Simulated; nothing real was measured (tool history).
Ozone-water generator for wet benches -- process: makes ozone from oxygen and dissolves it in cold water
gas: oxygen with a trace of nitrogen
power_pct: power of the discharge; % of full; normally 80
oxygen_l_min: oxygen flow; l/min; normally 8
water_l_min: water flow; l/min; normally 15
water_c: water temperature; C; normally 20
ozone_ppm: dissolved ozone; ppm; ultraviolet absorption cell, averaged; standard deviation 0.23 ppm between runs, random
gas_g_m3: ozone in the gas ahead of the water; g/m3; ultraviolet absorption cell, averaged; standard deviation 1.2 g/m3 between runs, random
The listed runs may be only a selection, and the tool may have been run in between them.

run 1 hour=0 | power_pct=80 oxygen_l_min=8 water_l_min=15 water_c=20 | ozone_ppm=31.6 gas_g_m3=218.2
run 2 hour=54.8 | power_pct=80 oxygen_l_min=8 water_l_min=15 water_c=20 | ozone_ppm=30.8 gas_g_m3=213.2
run 3 hour=82.2 | power_pct=80 oxygen_l_min=8 water_l_min=15 water_c=20 | ozone_ppm=31.1 gas_g_m3=217.1
run 4 hour=132.5 | power_pct=80 oxygen_l_min=8 water_l_min=15 water_c=20 | ozone_ppm=31 gas_g_m3=218
run 5 hour=170.1 | power_pct=80 oxygen_l_min=7.45 water_l_min=15 water_c=20 | ozone_ppm=31 gas_g_m3=219.9
run 6 hour=222.7 | power_pct=47 oxygen_l_min=7.45 water_l_min=15 water_c=20 | ozone_ppm=20.4 gas_g_m3=148.7
run 7 hour=265.1 | power_pct=47 oxygen_l_min=7.45 water_l_min=15 water_c=20 | ozone_ppm=20.7 gas_g_m3=148.5
run 8 hour=316.7 | power_pct=47 oxygen_l_min=7.45 water_l_min=15 water_c=20 | ozone_ppm=20.5 gas_g_m3=147
run 9 hour=340.5 | power_pct=47 oxygen_l_min=7.45 water_l_min=15 water_c=20 | ozone_ppm=20.4 gas_g_m3=147.5
run 10 hour=364.7 | power_pct=40 oxygen_l_min=8 water_l_min=10 water_c=18 | ozone_ppm=23 gas_g_m3=127.7
-- hour=367.7 water thermometer calibrated
run 11 hour=415.9 | power_pct=40 oxygen_l_min=8 water_l_min=10 water_c=18 | ozone_ppm=22.8 gas_g_m3=128.3
run 12 hour=452.9 | power_pct=40 oxygen_l_min=4.84 water_l_min=15 water_c=20 | ozone_ppm=17.8 gas_g_m3=152.8
run 13 hour=497.3 | power_pct=80 oxygen_l_min=5.66 water_l_min=15 water_c=24 | ozone_ppm=27.7 gas_g_m3=244.3
-- hour=505.9 water thermometer calibrated, once more
run 14 hour=521.4 | power_pct=80 oxygen_l_min=5.66 water_l_min=15 water_c=24 | ozone_ppm=28.2 gas_g_m3=244.3
run 15 hour=575.9 | power_pct=62 oxygen_l_min=10.95 water_l_min=13 water_c=20 | ozone_ppm=26.6 gas_g_m3=159.2
run 16 hour=605.3 | power_pct=62 oxygen_l_min=5.9 water_l_min=13 water_c=20 | ozone_ppm=27.3 gas_g_m3=201.3
run 17 hour=628 | power_pct=62 oxygen_l_min=5.9 water_l_min=13 water_c=20 | ozone_ppm=27.6 gas_g_m3=198.5

What if the next run were any one of these 3? Each begins from the tool's condition after run 17:
run A hour=664.7 | power_pct=54 oxygen_l_min=5.9 water_l_min=13 water_c=20 | ozone_ppm=? gas_g_m3=?
run B hour=664.7 | power_pct=81 oxygen_l_min=5.9 water_l_min=14 water_c=20 | ozone_ppm=? gas_g_m3=?
run C hour=664.7 | power_pct=45 oxygen_l_min=5.9 water_l_min=13 water_c=16 | ozone_ppm=? gas_g_m3=?

run=A ozone_ppm=24.7 gas_g_m3=178.7
run=B ozone_ppm=32.2 gas_g_m3=239.8
run=C ozone_ppm=23.2 gas_g_m3=154.5
The same runs, with their run-to-run variation unchanged, on a tool lacking any hidden condition would have given:
run=A ozone_ppm=27.4 gas_g_m3=184.8
run=B ozone_ppm=36.2 gas_g_m3=251.2
run=C ozone_ppm=25.6 gas_g_m3=158.8
